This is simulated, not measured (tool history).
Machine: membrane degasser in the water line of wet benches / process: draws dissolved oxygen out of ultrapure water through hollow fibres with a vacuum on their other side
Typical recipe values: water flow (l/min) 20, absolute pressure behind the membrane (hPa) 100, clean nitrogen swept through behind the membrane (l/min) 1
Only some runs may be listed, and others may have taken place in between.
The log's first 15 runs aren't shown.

run,hour,water flow (l/min),absolute pressure behind the membrane (hPa),clean nitrogen swept through behind the membrane (l/min),hours since the membrane was changed,hours since the vacuum gauge was calibrated,hours since the vacuum lines were made tight,dissolved oxygen in the water behind the degasser (ppb),pressure that the water loses in the fibres (hPa)
16,902.2,20,100,1,1837,1513,294,371.4,615.2
17,966.8,20,100,1.88,1901,1578,359,242.6,617.6
18,1049,19,123,0.47,1984,1660,441,737.5,587.4
19,1090,17,142,1.46,2025,1701,482,331.8,528.3
20,1124.1,17,142,1.46,2059,1735,516,330.5,524.5
21,1186,29,132,1.09,2121,1797,578,767.7,895.6
22,1241.7,20,130,1.25,2176,1853,634,428,620.8
23,1321.9,26,100,0.89,2257,1933,714,593.9,808.6
24,1359.3,27,218,1,2294,1971,751,1140.4,836.8
25,1422.3,27,218,1,2357,2034,814,1148.4,837.8
26,1479.9,19,161,1.22,2415,2091,872,495.9,586.8
27,1521.8,19,161,1.22,2456,2133,914,497.6,589.1
28,1564.3,20,100,0.78,2499,2176,956,449.7,616.4
29,1613.3,25,225,1.84,2548,2225,1005,725.7,775
30,1668.2,25,225,1.84,2603,2279,1060,721.2,774.3
31,1717.6,13,100,1.71,2652,2329,1109,136.1,400.2
32,1792.2,24,100,0.46,2727,2403,1184,756.9,739.3
33,1833.2,24,100,0.46,2768,2444,1225,757.3,741.6

Consider 3 possible next runs. They are alternatives, not a sequence: every one starts from the tool as it was left by run 33. What does each give?
A,1886.1,20,100,1.35,2821,2497,1278,?,?
B,1886.1,24,86,1.83,2821,2497,1278,?,?
C,1886.1,12,100,0.46,2821,2497,1278,?,?

run,dissolved oxygen in the water behind the degasser (ppb),pressure that the water loses in the fibres (hPa)
A,305.1,616
B,309.7,739.4
C,374.8,369.3
With the hidden condition removed and each run's random variation left untouched, the same runs would have given:
run,dissolved oxygen in the water behind the degasser (ppb),pressure that the water loses in the fibres (hPa)
A,304.9,615.8
B,309.4,739.1
C,374.6,369.2

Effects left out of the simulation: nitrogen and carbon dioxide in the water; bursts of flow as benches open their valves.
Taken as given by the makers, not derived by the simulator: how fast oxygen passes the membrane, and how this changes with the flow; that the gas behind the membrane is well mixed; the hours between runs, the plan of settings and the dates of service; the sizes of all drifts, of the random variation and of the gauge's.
